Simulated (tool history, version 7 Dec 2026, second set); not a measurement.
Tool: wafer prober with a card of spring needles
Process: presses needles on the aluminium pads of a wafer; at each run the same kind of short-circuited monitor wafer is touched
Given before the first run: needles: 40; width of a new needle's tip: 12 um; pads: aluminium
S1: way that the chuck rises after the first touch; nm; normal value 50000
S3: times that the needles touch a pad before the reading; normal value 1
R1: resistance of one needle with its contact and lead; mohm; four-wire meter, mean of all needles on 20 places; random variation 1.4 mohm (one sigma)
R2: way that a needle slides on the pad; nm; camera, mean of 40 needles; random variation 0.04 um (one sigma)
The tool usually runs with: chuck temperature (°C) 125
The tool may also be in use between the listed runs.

run 1 hour=0.0 | S1=50000 chuck_temperature_(°C)=125 S3=1 | R1=178 R2=6360
-- hour=3.4 tips cleaned on abrasive film
-- hour=9.0 tips cleaned on abrasive film
-- hour=14.6 tips cleaned on abrasive film
-- hour=19.0 tips cleaned on abrasive film
-- hour=23.5 tips cleaned on abrasive film
run 2 hour=25.2 | S1=50000 chuck_temperature_(°C)=125 S3=1 | R1=175 R2=6190
-- hour=28.5 tips cleaned on abrasive film
-- hour=33.0 tips cleaned on abrasive film
-- hour=38.6 tips cleaned on abrasive film
-- hour=44.2 tips cleaned on abrasive film
-- hour=49.8 tips cleaned on abrasive film
-- hour=55.4 tips cleaned on abrasive film
-- hour=60.9 tips cleaned on abrasive film
-- hour=65.4 tips cleaned on abrasive film
-- hour=71.0 tips cleaned on abrasive film
-- hour=75.5 tips cleaned on abrasive film
run 3 hour=76.6 | S1=66000 chuck_temperature_(°C)=125 S3=1 | R1=145 R2=8180
-- hour=81.1 tips cleaned on abrasive film
-- hour=85.5 tips cleaned on abrasive film
-- hour=90.0 tips cleaned on abrasive film
-- hour=94.5 tips cleaned on abrasive film
-- hour=99.0 tips cleaned on abrasive film
-- hour=103.5 tips cleaned on abrasive film
-- hour=108.0 tips cleaned on abrasive film
run 4 hour=111.0 | S1=66000 chuck_temperature_(°C)=125 S3=1 | R1=171 R2=8100
-- hour=113.3 tips cleaned on abrasive film
-- hour=117.8 tips cleaned on abrasive film
-- hour=123.4 tips cleaned on abrasive film
-- hour=128.9 tips cleaned on abrasive film
-- hour=133.4 tips cleaned on abrasive film
-- hour=137.9 tips cleaned on abrasive film
-- hour=142.4 tips cleaned on abrasive film
-- hour=148.0 tips cleaned on abrasive film
-- hour=152.5 tips cleaned on abrasive film
run 5 hour=154.4 | S1=66000 chuck_temperature_(°C)=125 S3=1 | R1=165 R2=8000
-- hour=157.8 tips cleaned on abrasive film
-- hour=162.3 tips cleaned on abrasive film
-- hour=166.8 tips cleaned on abrasive film
-- hour=172.4 tips cleaned on abrasive film
-- hour=176.9 tips cleaned on abrasive film
-- hour=177.2 height of the first contact set anew
-- hour=181.7 tips cleaned on abrasive film
-- hour=186.1 tips cleaned on abrasive film
run 6 hour=190.1 | S1=50000 chuck_temperature_(°C)=125 S3=2 | R1=179 R2=6650
-- hour=191.3 tips cleaned on abrasive film
-- hour=195.7 tips cleaned on abrasive film
-- hour=200.2 tips cleaned on abrasive film
-- hour=204.7 tips cleaned on abrasive film
-- hour=209.2 tips cleaned on abrasive film
-- hour=213.7 tips cleaned on abrasive film
-- hour=218.2 tips cleaned on abrasive film
-- hour=222.7 tips cleaned on abrasive film
-- hour=227.2 tips cleaned on abrasive film
-- hour=228.4 tips cleaned on abrasive film, once more
-- hour=232.8 tips cleaned on abrasive film
-- hour=237.3 tips cleaned on abrasive film
-- hour=241.8 tips cleaned on abrasive film
-- hour=246.3 tips cleaned on abrasive film
run 7 hour=248.3 | S1=50000 chuck_temperature_(°C)=125 S3=2 | R1=167 R2=6510
-- hour=251.7 tips cleaned on abrasive film
-- hour=256.2 tips cleaned on abrasive film
-- hour=260.7 tips cleaned on abrasive film
-- hour=265.2 tips cleaned on abrasive film
-- hour=269.7 tips cleaned on abrasive film
-- hour=274.2 tips cleaned on abrasive film
-- hour=278.7 tips cleaned on abrasive film
-- hour=283.2 tips cleaned on abrasive film
-- hour=287.6 tips cleaned on abrasive film
-- hour=292.1 tips cleaned on abrasive film
-- hour=297.2 tips cleaned on abrasive film
run 8 hour=297.2 | S1=50000 chuck_temperature_(°C)=125 S3=2 | R1=140 R2=6330
-- hour=302.8 tips cleaned on abrasive film
-- hour=308.4 tips cleaned on abrasive film
-- hour=312.9 tips cleaned on abrasive film
-- hour=318.5 tips cleaned on abrasive film
-- hour=324.1 tips cleaned on abrasive film
-- hour=328.6 tips cleaned on abrasive film
-- hour=334.1 tips cleaned on abrasive film
-- hour=338.6 tips cleaned on abrasive film
run 9 hour=342.8 | S1=50000 chuck_temperature_(°C)=125 S3=2 | R1=195 R2=6340
-- hour=344.0 tips cleaned on abrasive film
-- hour=348.5 tips cleaned on abrasive film
-- hour=352.9 tips cleaned on abrasive film
-- hour=357.4 tips cleaned on abrasive film
-- hour=361.9 tips cleaned on abrasive film
-- hour=367.5 tips cleaned on abrasive film
-- hour=373.1 tips cleaned on abrasive film
-- hour=377.6 tips cleaned on abrasive film
run 10 hour=381.4 | S1=32000 chuck_temperature_(°C)=125 S3=2 | R1=297 R2=3830
-- hour=382.6 tips cleaned on abrasive film
-- hour=387.0 tips cleaned on abrasive film
-- hour=391.5 tips cleaned on abrasive film
-- hour=396.0 tips cleaned on abrasive film
-- hour=400.5 tips cleaned on abrasive film
-- hour=406.1 tips cleaned on abrasive film
-- hour=411.4 tips cleaned on abrasive film
run 11 hour=411.4 | S1=50000 chuck_temperature_(°C)=28 S3=1 | R1=136 R2=6150
-- hour=417.0 tips cleaned on abrasive film
-- hour=421.5 tips cleaned on abrasive film
-- hour=427.1 tips cleaned on abrasive film
-- hour=432.7 tips cleaned on abrasive film
-- hour=437.2 tips cleaned on abrasive film
-- hour=441.7 tips cleaned on abrasive film
-- hour=447.2 tips cleaned on abrasive film
-- hour=452.8 tips cleaned on abrasive film
-- hour=458.4 tips cleaned on abrasive film
-- hour=470.4 card fitted with new needles
-- hour=476.0 tips cleaned on abrasive film
-- hour=480.5 tips cleaned on abrasive film
run 12 hour=483.5 | S1=34000 chuck_temperature_(°C)=81 S3=1 | R1=207 R2=4530

Run 13 comes next. What will it give?
-- hour=485.8 tips cleaned on abrasive film
-- hour=490.3 tips cleaned on abrasive film
-- hour=494.8 tips cleaned on abrasive film
-- hour=499.2 tips cleaned on abrasive film
-- hour=503.7 tips cleaned on abrasive film
-- hour=509.3 tips cleaned on abrasive film
-- hour=513.8 tips cleaned on abrasive film
run 13 hour=515.4 | S1=36000 chuck_temperature_(°C)=73 S3=1 | R1=? R2=?

R1: 178 mohm
R2: 4730 nm
Take away the tool's hidden state, keep the run-to-run variation as it was, and the same run would have given R1 124 mohm, R2 4820 nm.

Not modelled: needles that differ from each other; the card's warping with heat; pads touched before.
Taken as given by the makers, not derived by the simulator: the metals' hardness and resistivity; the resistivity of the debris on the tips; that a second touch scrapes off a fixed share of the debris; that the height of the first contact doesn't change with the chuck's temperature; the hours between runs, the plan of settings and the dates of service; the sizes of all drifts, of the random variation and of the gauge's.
